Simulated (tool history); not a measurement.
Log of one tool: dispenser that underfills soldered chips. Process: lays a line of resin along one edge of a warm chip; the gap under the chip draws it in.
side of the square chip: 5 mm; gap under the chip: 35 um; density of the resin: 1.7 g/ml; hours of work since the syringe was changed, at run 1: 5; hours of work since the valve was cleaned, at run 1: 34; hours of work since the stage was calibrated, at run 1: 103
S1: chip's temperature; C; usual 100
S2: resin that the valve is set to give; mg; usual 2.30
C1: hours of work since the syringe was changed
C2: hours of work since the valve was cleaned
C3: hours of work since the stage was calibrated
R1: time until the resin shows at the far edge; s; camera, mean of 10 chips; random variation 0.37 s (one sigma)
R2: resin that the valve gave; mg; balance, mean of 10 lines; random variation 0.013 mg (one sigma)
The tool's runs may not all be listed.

run 1 hour=0.0 | S1=100 S2=2.30 | C1=5 C2=34 C3=103 | R1=28.5 R2=2.25
run 2 hour=5.3 | S1=100 S2=2.30 | C1=9 C2=38 C3=107 | R1=34.2 R2=2.27
-- hour=6.6 new syringe of resin
run 3 hour=13.4 | S1=100 S2=2.30 | C1=5 C2=43 C3=112 | R1=27.1 R2=2.26
-- hour=20.8 new syringe of resin
run 4 hour=21.7 | S1=100 S2=2.30 | C1=1 C2=49 C3=118 | R1=23.0 R2=2.23
run 5 hour=30.4 | S1=100 S2=2.30 | C1=7 C2=54 C3=124 | R1=30.7 R2=2.25
-- hour=34.3 new syringe of resin
run 6 hour=41.5 | S1=100 S2=2.30 | C1=5 C2=62 C3=131 | R1=27.5 R2=2.23
-- hour=48.1 new syringe of resin
run 7 hour=50.7 | S1=100 S2=2.30 | C1=2 C2=68 C3=137 | R1=24.5 R2=2.24
run 8 hour=58.3 | S1=100 S2=2.33 | C1=7 C2=73 C3=142 | R1=30.3 R2=2.28
-- hour=61.9 new syringe of resin
run 9 hour=64.2 | S1=100 S2=2.33 | C1=2 C2=77 C3=146 | R1=23.5 R2=2.23
run 10 hour=74.6 | S1=100 S2=2.33 | C1=9 C2=84 C3=153 | R1=33.2 R2=2.24
-- hour=76.0 new syringe of resin
run 11 hour=79.7 | S1=100 S2=2.33 | C1=3 C2=87 C3=156 | R1=25.0 R2=2.25
run 12 hour=85.0 | S1=105 S2=2.30 | C1=6 C2=91 C3=160 | R1=25.3 R2=2.24
-- hour=89.7 new syringe of resin
run 13 hour=91.7 | S1=90 S2=2.30 | C1=1 C2=95 C3=164 | R1=34.6 R2=2.20
run 14 hour=99.8 | S1=90 S2=2.30 | C1=7 C2=101 C3=170 | R1=46.1 R2=2.22
-- hour=102.3 dispensing valve cleaned and set on the balance
-- hour=104.1 new syringe of resin
run 15 hour=107.9 | S1=90 S2=2.30 | C1=3 C2=4 C3=174 | R1=37.5 R2=2.30
run 16 hour=115.3 | S1=90 S2=2.30 | C1=8 C2=9 C3=179 | R1=45.9 R2=2.31
-- hour=118.2 new syringe of resin
run 17 hour=121.5 | S1=90 S2=2.30 | C1=2 C2=13 C3=183 | R1=35.9 R2=2.28
-- hour=131.8 new syringe of resin
run 18 hour=132.8 | S1=99 S2=2.53 | C1=1 C2=20 C3=191 | R1=23.3 R2=2.50
run 19 hour=142.2 | S1=91 S2=2.84 | C1=7 C2=27 C3=197 | R1=42.0 R2=2.82
-- hour=145.9 new syringe of resin
run 20 hour=150.1 | S1=110 S2=2.01 | C1=3 C2=32 C3=203 | R1=18.0 R2=1.98
run 21 hour=157.4 | S1=110 S2=2.01 | C1=8 C2=37 C3=207 | R1=22.5 R2=1.98
-- hour=159.4 new syringe of resin
run 22 hour=162.6 | S1=104 S2=2.65 | C1=2 C2=40 C3=211 | R1=20.3 R2=2.64
-- hour=172.9 new syringe of resin
run 23 hour=172.9 | S1=101 S2=2.46 | C1=0 C2=47 C3=218 | R1=20.6 R2=2.42
run 24 hour=181.5 | S1=91 S2=2.42 | C1=6 C2=53 C3=223 | R1=40.9 R2=2.38
-- hour=186.4 new syringe of resin
run 25 hour=189.4 | S1=108 S2=2.17 | C1=2 C2=58 C3=229 | R1=18.7 R2=2.12
-- hour=199.8 new syringe of resin
run 26 hour=199.8 | S1=108 S2=2.17 | C1=0 C2=65 C3=235 | R1=16.6 R2=2.11
run 27 hour=211.6 | S1=108 S2=2.17 | C1=8 C2=73 C3=244 | R1=24.2 R2=2.12
-- hour=214.0 new syringe of resin
run 28 hour=219.8 | S1=108 S2=2.17 | C1=4 C2=78 C3=249 | R1=19.4 R2=2.11
-- hour=227.5 new syringe of resin
run 29 hour=229.1 | S1=108 S2=2.92 | C1=1 C2=84 C3=255 | R1=16.9 R2=2.84
run 30 hour=239.9 | S1=108 S2=2.92 | C1=8 C2=92 C3=262 | R1=24.2 R2=2.82
-- hour=241.4 new syringe of resin
run 31 hour=245.2 | S1=99 S2=2.34 | C1=3 C2=95 C3=266 | R1=24.7 R2=2.26
run 32 hour=251.4 | S1=107 S2=2.05 | C1=7 C2=99 C3=270 | R1=24.0 R2=2.00
-- hour=254.8 new syringe of resin
-- hour=255.8 dispensing valve cleaned and set on the balance
run 33 hour=262.7 | S1=97 S2=2.74 | C1=5 C2=5 C3=277 | R1=30.2 R2=2.70
-- hour=269.7 new syringe of resin
run 34 hour=273.6 | S1=107 S2=2.74 | C1=3 C2=12 C3=284 | R1=18.6 R2=2.73

Forecast each of these 4 alternatives for the next run:
-- hour=283.2 new syringe of resin
run A hour=284.7 | S1=88 S2=2.23 | C1=1 C2=19 C3=291 | R1=? R2=?
-- hour=283.2 new syringe of resin
run B hour=284.7 | S1=106 S2=2.63 | C1=1 C2=19 C3=291 | R1=? R2=?
-- hour=283.2 new syringe of resin
run C hour=284.7 | S1=93 S2=2.12 | C1=1 C2=19 C3=291 | R1=? R2=?
-- hour=283.2 new syringe of resin
run D hour=284.7 | S1=102 S2=2.79 | C1=1 C2=19 C3=291 | R1=? R2=?

run=A R1=36.5 R2=2.21
run=B R1=18.5 R2=2.62
run=C R1=30.2 R2=2.10
run=D R1=20.5 R2=2.75
Without the tool's hidden state the same runs would have given:
run=A R1=36.4 R2=2.23
run=B R1=18.3 R2=2.64
run=C R1=30.0 R2=2.12
run=D R1=20.3 R2=2.78
